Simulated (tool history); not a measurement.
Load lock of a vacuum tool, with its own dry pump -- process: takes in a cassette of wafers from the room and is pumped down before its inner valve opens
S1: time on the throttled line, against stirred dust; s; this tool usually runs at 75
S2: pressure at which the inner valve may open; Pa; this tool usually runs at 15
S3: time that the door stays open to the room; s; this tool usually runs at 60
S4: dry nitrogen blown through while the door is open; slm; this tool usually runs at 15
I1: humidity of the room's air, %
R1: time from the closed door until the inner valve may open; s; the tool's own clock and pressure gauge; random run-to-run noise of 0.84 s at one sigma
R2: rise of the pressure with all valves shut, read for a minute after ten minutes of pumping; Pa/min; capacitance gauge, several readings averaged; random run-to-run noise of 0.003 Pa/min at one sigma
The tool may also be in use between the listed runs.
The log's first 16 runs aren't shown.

run 17 hour=1627.3 | S1=75 S2=15 S3=54 S4=5 | I1=45.5 | R1=133.1 R2=0.076
run 18 hour=1692.8 | S1=75 S2=15 S3=99 S4=15 | I1=45.7 | R1=132.4 R2=0.077
run 19 hour=1796.4 | S1=121 S2=11 S3=92 S4=25 | I1=44.5 | R1=170.4 R2=0.061
run 20 hour=1856.2 | S1=121 S2=11 S3=92 S4=25 | I1=43.1 | R1=169.2 R2=0.06
run 21 hour=1944.3 | S1=75 S2=23 S3=60 S4=15 | I1=43.3 | R1=129.5 R2=0.065
run 22 hour=2003.9 | S1=75 S2=23 S3=58 S4=27 | I1=44.9 | R1=128.6 R2=0.055
run 23 hour=2087 | S1=75 S2=15 S3=46 S4=12 | I1=43.8 | R1=132.6 R2=0.061
run 24 hour=2206.1 | S1=70 S2=11 S3=60 S4=32 | I1=40.1 | R1=130.6 R2=0.051
run 25 hour=2330.7 | S1=70 S2=11 S3=37 S4=16 | I1=45.9 | R1=131.6 R2=0.062
run 26 hour=2402.1 | S1=72 S2=19 S3=53 S4=39 | I1=44.9 | R1=128.4 R2=0.047
run 27 hour=2479.8 | S1=137 S2=17 S3=28 S4=24 | I1=47.7 | R1=179.8 R2=0.046
run 28 hour=2562.8 | S1=137 S2=17 S3=28 S4=24 | I1=42.1 | R1=178.6 R2=0.052
run 29 hour=2645.2 | S1=75 S2=15 S3=138 S4=38 | I1=45.9 | R1=132.6 R2=0.062
run 30 hour=2727.3 | S1=75 S2=11 S3=138 S4=25 | I1=45.7 | R1=134.3 R2=0.066
run 31 hour=2793.8 | S1=75 S2=11 S3=138 S4=25 | I1=47.2 | R1=135.4 R2=0.07
run 32 hour=2871.2 | S1=75 S2=11 S3=138 S4=25 | I1=46.9 | R1=135.2 R2=0.074

What if the next run were any one of these 4? Each begins from the tool's condition after run 32:
run A hour=3007.3 | S1=75 S2=14 S3=60 S4=32 | I1=45.5 | R1=? R2=?
run B hour=3007.3 | S1=55 S2=15 S3=33 S4=30 | I1=41.2 | R1=? R2=?
run C hour=3007.3 | S1=38 S2=18 S3=60 S4=15 | I1=43.7 | R1=? R2=?
run D hour=3007.3 | S1=75 S2=10 S3=138 S4=25 | I1=44.3 | R1=? R2=?

run=A R1=133.2 R2=0.057
run=B R1=116.1 R2=0.055
run=C R1=102.5 R2=0.075
run=D R1=135.6 R2=0.068
With no hidden state in the tool, these same runs would have given:
run=A R1=130.7 R2=0.026
run=B R1=113.5 R2=0.023
run=C R1=99.7 R2=0.044
run=D R1=133 R2=0.037

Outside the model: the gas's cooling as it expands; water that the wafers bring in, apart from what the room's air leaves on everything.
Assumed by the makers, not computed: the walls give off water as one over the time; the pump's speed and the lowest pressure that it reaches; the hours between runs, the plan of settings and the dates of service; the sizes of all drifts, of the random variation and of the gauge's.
